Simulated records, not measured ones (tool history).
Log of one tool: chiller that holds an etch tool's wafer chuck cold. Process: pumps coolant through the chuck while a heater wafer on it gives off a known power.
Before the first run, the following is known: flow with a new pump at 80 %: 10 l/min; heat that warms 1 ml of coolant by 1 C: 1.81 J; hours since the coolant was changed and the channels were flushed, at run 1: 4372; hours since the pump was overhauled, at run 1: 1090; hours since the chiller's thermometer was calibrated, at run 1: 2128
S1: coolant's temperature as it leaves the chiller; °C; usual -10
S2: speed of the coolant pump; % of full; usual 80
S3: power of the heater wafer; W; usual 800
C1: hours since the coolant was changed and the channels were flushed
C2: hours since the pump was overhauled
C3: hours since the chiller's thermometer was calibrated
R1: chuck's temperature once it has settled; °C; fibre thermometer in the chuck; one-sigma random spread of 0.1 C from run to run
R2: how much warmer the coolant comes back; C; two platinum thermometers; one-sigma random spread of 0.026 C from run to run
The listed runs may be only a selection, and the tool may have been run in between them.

run,hour,S1,S2,S3,C1,C2,C3,R1,R2
1,0,-10,80,800,4372,1090,2128,-2.5,2.62
2,16.2,-10,92,800,4388,1106,2144,-2.9,2.29
3,41,-10,92,800,4413,1131,2169,-3,2.35
4,57.6,-10,61,800,4429,1148,2186,-0.9,3.45
5,94,-10,61,800,4466,1184,2222,-0.7,3.47
6,120.7,-10,61,800,4493,1211,2249,-0.8,3.49
7,155.1,-10,99,800,4527,1245,2283,-3.1,2.2
8,188.1,-10,80,934,4560,1278,2316,-1.1,3.12
9,215.9,-10,80,934,4588,1306,2344,-0.9,3.11
10,236,-10,80,934,4608,1326,2364,-1.1,3.14
11,267,-10,80,934,4639,1357,2395,-0.9,3.17
# hour 271.8: chiller's thermometer calibrated
12,290.6,-4,80,800,4662,1380,19,3.9,2.69
13,313,-4,80,414,4684,1402,41,0.2,1.44
14,342.3,-4,80,414,4713,1431,70,-0.1,1.44
15,363.1,-4,69,414,4734,1452,91,0.3,1.66
16,398.5,-4,69,414,4769,1488,127,0.4,1.65
17,429.6,-12,80,1020,4800,1519,158,-2.1,3.49
18,444.4,-11,99,746,4815,1533,173,-4.8,2.08
19,476.1,-11,99,746,4847,1565,204,-4.8,2.16
20,499.2,-2,76,730,4870,1588,227,5.2,2.66
21,535.1,-2,76,730,4906,1624,263,5.4,2.68
22,561.8,-10,89,425,4933,1651,290,-6.2,1.38
23,582.2,-11,89,425,4953,1671,310,-7.1,1.38
24,599,-10,67,800,4970,1688,327,-1.3,3.26
25,620.3,-10,67,800,4991,1709,349,-1.5,3.27
26,646.6,-10,90,800,5018,1736,375,-2.8,2.47
27,680.9,-10,90,800,5052,1770,409,-2.6,2.53
28,697.5,-13,97,800,5068,1787,426,-6.2,2.4
29,729.2,-15,72,1143,5100,1818,457,-3.1,4.38
30,762.5,-17,95,719,5133,1852,491,-10.8,2.19
31,797.8,0,71,732,5169,1887,526,7.7,2.89
32,818.6,-16,87,800,5189,1908,547,-8.6,2.62

Across each entry between runs, compare the hidden state at the last listed run before it with the hidden state at the first listed run after it:
In the gap between runs 11 and 12: chiller's thermometer calibrated (hour 271.8)
  drift of the gauge itself on warmer_back_c, C: 0.06 -> 0.07
  measured value less the no-hidden-state value, R2: +0.06 -> +0.06 C
